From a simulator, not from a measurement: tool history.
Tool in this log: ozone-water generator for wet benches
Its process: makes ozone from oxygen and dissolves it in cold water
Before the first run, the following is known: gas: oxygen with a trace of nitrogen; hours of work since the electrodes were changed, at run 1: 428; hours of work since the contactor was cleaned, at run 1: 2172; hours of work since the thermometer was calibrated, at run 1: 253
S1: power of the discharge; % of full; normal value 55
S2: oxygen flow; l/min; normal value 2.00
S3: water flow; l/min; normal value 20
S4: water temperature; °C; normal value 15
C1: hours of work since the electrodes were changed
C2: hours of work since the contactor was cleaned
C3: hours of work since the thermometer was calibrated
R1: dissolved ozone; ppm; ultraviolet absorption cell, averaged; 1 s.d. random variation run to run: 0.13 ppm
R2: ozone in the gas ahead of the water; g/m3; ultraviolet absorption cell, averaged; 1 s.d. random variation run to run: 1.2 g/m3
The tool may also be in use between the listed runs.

run,hour,S1,S2,S3,S4,C1,C2,C3,R1,R2
1,0.0,55,2.00,20,15,428,2172,253,13.1,218.4
2,73.4,55,2.00,20,15,480,2224,305,12.9,218.2
3,182.9,55,2.00,20,15,557,2301,382,13.1,217.6
4,312.1,55,2.00,20,15,649,2392,473,13.1,217.9
5,392.7,55,2.00,18,15,706,2449,530,14.4,217.7
6,461.0,55,2.00,18,15,754,2498,578,14.5,217.3
7,518.2,55,2.00,18,15,794,2538,619,14.6,217.3
8,620.3,55,2.00,18,15,866,2610,691,14.5,216.3
9,698.0,55,2.00,18,15,921,2665,746,14.3,217.4
10,784.5,55,2.00,18,15,982,2726,807,14.5,219.2
11,881.6,73,2.00,20,15,1051,2795,876,17.0,280.6
12,940.8,73,2.00,20,15,1093,2837,917,16.8,280.3
13,1030.1,73,2.00,30,15,1156,2900,980,11.1,282.7
14,1134.2,73,2.00,30,15,1229,2973,1054,11.2,279.5
15,1250.9,55,2.00,20,15,1312,3056,1136,13.0,219.2
16,1366.7,55,2.00,20,15,1394,3137,1218,13.0,218.3
17,1424.3,76,1.77,20,19,1434,3178,1259,16.7,313.0
18,1501.5,48,1.77,13,23,1489,3233,1313,15.5,207.4
19,1592.9,55,2.00,20,8,1553,3297,1378,13.7,218.8
20,1678.5,55,3.47,22,15,1614,3358,1439,13.2,156.7
21,1767.0,78,1.84,16,11,1676,3420,1501,22.3,314.2
22,1871.5,82,2.00,20,17,1750,3494,1575,18.3,314.1
23,1969.8,55,2.00,16,16,1820,3563,1644,15.8,217.5
24,2075.5,84,2.00,16,14,1894,3638,1719,23.8,322.0
25,2135.6,84,2.00,16,14,1937,3681,1761,23.7,320.1
26,2272.2,55,2.00,13,7,2033,3777,1858,20.2,216.9
27,2370.4,72,1.75,20,21,2103,3846,1927,15.4,302.4
28,2507.3,98,2.00,20,20,2199,3943,2024,20.9,370.2
29,2595.8,45,1.35,14,8,2262,4006,2087,14.8,229.8
# hour 2608.6: contactor cleaned
30,2704.9,45,1.35,14,8,2336,68,2161,14.4,230.3
31,2805.3,55,2.00,21,15,2407,139,2232,12.5,215.9
32,2891.2,55,1.32,21,22,2468,200,2292,10.8,277.8

Branching from run 32: 4 alternative next runs. What would each branch give?
A,3000.8,53,2.94,21,22,2545,277,2370,?,?
B,3000.8,50,1.32,21,22,2545,277,2370,?,?
C,3000.8,55,1.12,21,10,2545,277,2370,?,?
D,3000.8,55,2.00,30,15,2545,277,2370,?,?

run,R1,R2
A,11.9,168.2
B,10.0,254.9
C,10.9,301.6
D,8.7,216.2
What these runs would have given with no unlogged condition in the tool:
run,R1,R2
A,11.9,168.3
B,10.0,255.0
C,10.9,301.7
D,8.7,216.3

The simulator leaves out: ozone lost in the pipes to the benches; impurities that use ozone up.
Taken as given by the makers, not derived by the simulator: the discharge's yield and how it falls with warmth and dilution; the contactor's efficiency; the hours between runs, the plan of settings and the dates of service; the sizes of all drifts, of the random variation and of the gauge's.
